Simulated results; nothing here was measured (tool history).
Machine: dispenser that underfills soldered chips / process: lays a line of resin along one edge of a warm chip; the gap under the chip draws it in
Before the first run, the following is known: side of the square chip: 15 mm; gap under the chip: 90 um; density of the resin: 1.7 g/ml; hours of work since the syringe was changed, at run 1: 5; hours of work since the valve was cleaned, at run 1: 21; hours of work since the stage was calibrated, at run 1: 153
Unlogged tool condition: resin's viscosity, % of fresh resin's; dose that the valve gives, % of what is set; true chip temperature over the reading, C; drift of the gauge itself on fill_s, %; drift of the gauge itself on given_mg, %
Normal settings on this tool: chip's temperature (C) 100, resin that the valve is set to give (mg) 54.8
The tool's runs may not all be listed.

run	hour	chip's temperature (C)	resin that the valve is set to give (mg)	hours of work since the syringe was changed	hours of work since the valve was cleaned	hours of work since the stage was calibrated	time until the resin shows at the far edge (s)	resin that the valve gave (mg)
1	0	100	54.8	5	21	153	116.3	54.56
# hour 1.9: new syringe of resin
2	3.9	100	54.8	1	24	156	95.2	54.37
3	7.3	100	54.8	4	26	158	109.6	54.24
# hour 11: new syringe of resin
4	11	113	54.8	0	29	161	58.2	54.29
5	16.5	100	54.8	4	32	164	109.1	53.89
# hour 19.8: new syringe of resin
6	20.4	100	54.8	0	35	167	93.3	54.27
7	24.6	100	54.8	3	38	170	108	53.94
# hour 28.7: new syringe of resin
8	29.2	100	54.8	0	41	173	93.5	53.85
9	35	100	54.8	4	45	177	113.3	53.41
# hour 38: dispensing valve cleaned and set on the balance
# hour 38.7: new syringe of resin
10	41.7	102	54.8	2	2	181	93.7	54.45
# hour 47.5: new syringe of resin
11	48.6	102	54.8	1	7	185	88.5	54.54
12	53.3	102	54.8	4	10	189	105.2	54.18
# hour 56.5: new syringe of resin
13	58.7	102	54.8	2	14	192	94.4	54.5
14	62.3	102	54.8	4	16	195	104.5	54.09
# hour 65.6: new syringe of resin
15	66.1	102	54.8	0	19	197	88	54.07
16	72.3	100	48.2	5	23	201	120.7	47.66
# hour 74.5: new syringe of resin
17	77.8	100	56.3	2	27	205	104.6	55.35
18	82.8	97	59.1	6	30	208	135.5	57.79
# hour 83.5: new syringe of resin
19	87.2	100	63	3	33	211	105.5	61.74
# hour 92.4: new syringe of resin
20	93.3	111	60.6	1	37	215	68.7	59.11
21	100	111	60.6	5	42	220	83.4	58.89
# hour 101.4: new syringe of resin
22	104.7	106	47.8	2	45	223	88.3	46.42
# hour 107.8: dispensing valve cleaned and set on the balance
23	110.8	97	47.3	6	2	227	144.2	47.28
# hour 111.6: new syringe of resin
24	117.4	97	52.9	4	6	231	124.5	52.72
# hour 120.5: new syringe of resin
25	120.8	102	57.5	0	9	233	88.9	57.01
26	127.3	102	57.5	5	13	238	110.3	56.93
# hour 129.3: new syringe of resin
27	131.7	102	55.9	2	16	240	96.3	55.16
28	136.8	96	64.3	5	20	244	139.9	63.57
# hour 138.5: new syringe of resin
29	140.1	88	59.2	1	22	246	153.9	58.59
30	143.3	90	63.6	3	24	248	156.6	62.5
31	146.1	90	63.6	5	26	250	174.4	62.5
# hour 147.9: new syringe of resin
32	149.7	100	67.7	1	28	253	99.2	66.23
33	152.6	112	52.1	3	30	255	72.9	50.94
# hour 157: new syringe of resin
34	159.5	103	70.2	2	35	259	92.4	68.86

What if the next run were any one of these 4? Each begins from the tool's condition after run 34:
A	164.2	109	53.1	5	38	262	?	?
B	164.2	103	47.8	5	38	262	?	?
C	164.2	95	66	5	38	262	?	?
D	164.2	109	52.3	5	38	262	?	?

run	time until the resin shows at the far edge (s)	resin that the valve gave (mg)
A	87.5	51.77
B	112.5	46.81
C	143.9	64.41
D	90	51.2
What these runs would have given with no unlogged condition in the tool:
run	time until the resin shows at the far edge (s)	resin that the valve gave (mg)
A	64.2	52.98
B	82.2	47.91
C	105.3	65.91
D	65.9	52.4
